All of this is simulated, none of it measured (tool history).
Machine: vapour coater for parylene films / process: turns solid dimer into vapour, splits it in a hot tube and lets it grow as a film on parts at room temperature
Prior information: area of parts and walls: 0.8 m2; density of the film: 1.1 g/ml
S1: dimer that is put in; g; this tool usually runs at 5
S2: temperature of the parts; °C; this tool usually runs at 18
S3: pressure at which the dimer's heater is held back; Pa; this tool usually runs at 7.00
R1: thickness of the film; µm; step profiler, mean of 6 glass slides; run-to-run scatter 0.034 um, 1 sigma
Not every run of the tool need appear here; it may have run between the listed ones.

run 1 hour=0.0 | S1=5 S2=18 S3=7.00 | R1=3.03
run 2 hour=53.1 | S1=5 S2=18 S3=7.00 | R1=3.05
-- hour=75.6 trap's valve overhauled
run 3 hour=119.1 | S1=5 S2=18 S3=7.00 | R1=3.41
run 4 hour=178.9 | S1=5 S2=18 S3=7.00 | R1=3.44
run 5 hour=240.1 | S1=3 S2=18 S3=7.00 | R1=2.01
run 6 hour=282.9 | S1=2 S2=18 S3=7.00 | R1=1.33
run 7 hour=344.7 | S1=5 S2=16 S3=7.00 | R1=3.47
run 8 hour=424.5 | S1=5 S2=16 S3=4.17 | R1=3.73
run 9 hour=465.0 | S1=5 S2=16 S3=4.17 | R1=3.62
run 10 hour=501.1 | S1=5 S2=16 S3=4.17 | R1=3.65
run 11 hour=584.8 | S1=5 S2=16 S3=4.17 | R1=3.54
-- hour=606.4 trap's valve overhauled
run 12 hour=640.2 | S1=5 S2=14 S3=4.17 | R1=4.31
run 13 hour=681.5 | S1=5 S2=14 S3=4.17 | R1=4.30
run 14 hour=759.7 | S1=5 S2=11 S3=7.00 | R1=4.12
run 15 hour=828.4 | S1=5 S2=11 S3=7.00 | R1=4.03
run 16 hour=889.0 | S1=5 S2=18 S3=7.00 | R1=3.20
run 17 hour=955.1 | S1=5 S2=18 S3=7.00 | R1=3.16
run 18 hour=1042.8 | S1=5 S2=11 S3=7.00 | R1=3.80
run 19 hour=1130.3 | S1=5 S2=11 S3=7.00 | R1=3.78
-- hour=1141.8 trap's valve overhauled
run 20 hour=1174.6 | S1=5 S2=11 S3=7.00 | R1=4.25
run 21 hour=1221.8 | S1=5 S2=18 S3=7.00 | R1=3.50
run 22 hour=1309.1 | S1=4 S2=18 S3=7.00 | R1=2.66
run 23 hour=1383.2 | S1=3 S2=11 S3=4.94 | R1=2.64
run 24 hour=1468.0 | S1=3 S2=11 S3=4.94 | R1=2.53
run 25 hour=1530.0 | S1=5 S2=17 S3=2.95 | R1=3.95
run 26 hour=1603.4 | S1=5 S2=17 S3=2.95 | R1=3.78
-- hour=1673.6 trap's valve overhauled
run 27 hour=1692.7 | S1=5 S2=17 S3=2.95 | R1=4.18
run 28 hour=1744.7 | S1=5 S2=17 S3=2.95 | R1=4.21
run 29 hour=1805.8 | S1=5 S2=19 S3=7.63 | R1=3.21
run 30 hour=1875.3 | S1=6 S2=15 S3=5.23 | R1=4.57
run 31 hour=1920.4 | S1=4 S2=28 S3=6.35 | R1=2.01
run 32 hour=1991.6 | S1=5 S2=18 S3=5.84 | R1=3.37
run 33 hour=2035.8 | S1=3 S2=18 S3=10.48 | R1=1.79
run 34 hour=2072.0 | S1=4 S2=18 S3=5.34 | R1=2.68
-- hour=2154.7 table's thermometer calibrated
run 35 hour=2154.7 | S1=8 S2=16 S3=7.00 | R1=5.17
-- hour=2206.3 trap's valve overhauled
run 36 hour=2212.2 | S1=8 S2=16 S3=7.00 | R1=5.84
run 37 hour=2254.6 | S1=5 S2=18 S3=7.00 | R1=3.45
run 38 hour=2302.3 | S1=5 S2=18 S3=7.00 | R1=3.37
run 39 hour=2377.5 | S1=2 S2=16 S3=5.38 | R1=1.47
run 40 hour=2433.8 | S1=2 S2=18 S3=10.85 | R1=1.21
run 41 hour=2499.0 | S1=4 S2=25 S3=8.39 | R1=2.03

Difference, measured minus no-hidden-state, one row per run. Run-to-run variation is common to both terms; the gauge's own scatter need not be:
The hidden state here: vapour lost through the trap's worn valve, %; true temperature of the parts over the reading, C; drift of the gauge itself on film_um, %.
run=1 R1=-0.42
run=2 R1=-0.47
run=3 R1=-0.03
run=4 R1=-0.08
run=5 R1=-0.09
run=6 R1=-0.07
run=7 R1=-0.25
run=8 R1=-0.36
run=9 R1=-0.39
run=10 R1=-0.43
run=11 R1=-0.51
run=12 R1=-0.04
run=13 R1=-0.08
run=14 R1=-0.17
run=15 R1=-0.24
run=16 R1=-0.24
run=17 R1=-0.31
run=18 R1=-0.48
run=19 R1=-0.58
run=20 R1=-0.01
run=21 R1=-0.06
run=22 R1=-0.11
run=23 R1=-0.16
run=24 R1=-0.22
run=25 R1=-0.41
run=26 R1=-0.49
run=27 R1=-0.02
run=28 R1=-0.07
run=29 R1=-0.11
run=30 R1=-0.24
run=31 R1=-0.12
run=32 R1=-0.29
run=33 R1=-0.18
run=34 R1=-0.29
run=35 R1=-0.76
run=36 R1=-0.04
run=37 R1=-0.06
run=38 R1=-0.10
run=39 R1=-0.07
run=40 R1=-0.08
run=41 R1=-0.17
